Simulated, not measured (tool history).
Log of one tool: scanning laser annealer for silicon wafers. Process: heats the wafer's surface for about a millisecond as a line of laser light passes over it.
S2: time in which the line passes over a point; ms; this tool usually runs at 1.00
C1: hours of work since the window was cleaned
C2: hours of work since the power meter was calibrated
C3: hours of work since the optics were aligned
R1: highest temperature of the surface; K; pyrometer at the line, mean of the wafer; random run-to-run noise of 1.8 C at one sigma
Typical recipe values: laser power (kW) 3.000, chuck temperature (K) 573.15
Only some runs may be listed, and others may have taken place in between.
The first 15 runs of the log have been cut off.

run 16 day=5.329 | laser_power_(kW)=3.000 S2=1.00 chuck_temperature_(K)=564.15 | C1=314 C2=302 C3=1179 | R1=1319.15
run 17 day=5.792 | laser_power_(kW)=3.000 S2=1.00 chuck_temperature_(K)=564.15 | C1=321 C2=309 C3=1186 | R1=1319.15
run 18 day=6.079 | laser_power_(kW)=3.000 S2=1.08 chuck_temperature_(K)=573.15 | C1=325 C2=314 C3=1190 | R1=1351.15
run 19 day=6.304 | laser_power_(kW)=3.000 S2=1.08 chuck_temperature_(K)=600.15 | C1=329 C2=317 C3=1193 | R1=1381.15
run 20 day=6.712 | laser_power_(kW)=3.000 S2=1.08 chuck_temperature_(K)=600.15 | C1=335 C2=323 C3=1199 | R1=1378.15
run 21 day=7.188 | laser_power_(kW)=2.727 S2=1.25 chuck_temperature_(K)=600.15 | C1=342 C2=330 C3=1207 | R1=1355.15
run 22 day=7.475 | laser_power_(kW)=2.989 S2=0.82 chuck_temperature_(K)=542.15 | C1=346 C2=334 C3=1211 | R1=1232.15
run 23 day=7.679 | laser_power_(kW)=2.824 S2=1.18 chuck_temperature_(K)=573.15 | C1=349 C2=338 C3=1214 | R1=1338.15
run 24 day=8.162 | laser_power_(kW)=2.824 S2=1.18 chuck_temperature_(K)=573.15 | C1=356 C2=345 C3=1221 | R1=1336.15
run 25 day=8.608 | laser_power_(kW)=2.824 S2=0.71 chuck_temperature_(K)=573.15 | C1=363 C2=351 C3=1228 | R1=1190.15
run 26 day=9.050 | laser_power_(kW)=3.198 S2=0.71 chuck_temperature_(K)=573.15 | C1=370 C2=358 C3=1234 | R1=1265.15
run 27 day=9.258 | laser_power_(kW)=3.000 S2=1.24 chuck_temperature_(K)=573.15 | C1=373 C2=361 C3=1237 | R1=1394.15
run 28 day=9.708 | laser_power_(kW)=2.868 S2=0.95 chuck_temperature_(K)=596.15 | C1=380 C2=368 C3=1244 | R1=1300.15
run 29 day=10.071 | laser_power_(kW)=3.000 S2=1.00 chuck_temperature_(K)=604.15 | C1=385 C2=373 C3=1249 | R1=1357.15
run 30 day=10.546 | laser_power_(kW)=3.000 S2=1.00 chuck_temperature_(K)=604.15 | C1=392 C2=380 C3=1257 | R1=1356.15
run 31 day=10.771 | laser_power_(kW)=3.000 S2=1.06 chuck_temperature_(K)=571.15 | C1=395 C2=384 C3=1260 | R1=1344.15

Run 32 comes next. What will it give?
run 32 day=11.212 | laser_power_(kW)=2.602 S2=1.00 chuck_temperature_(K)=584.15 | C1=402 C2=390 C3=1267 | R1=?

R1: 1236.15 K
With the hidden condition absent and the run-to-run variation left alone, this run would have shown R1 1257.15 K.
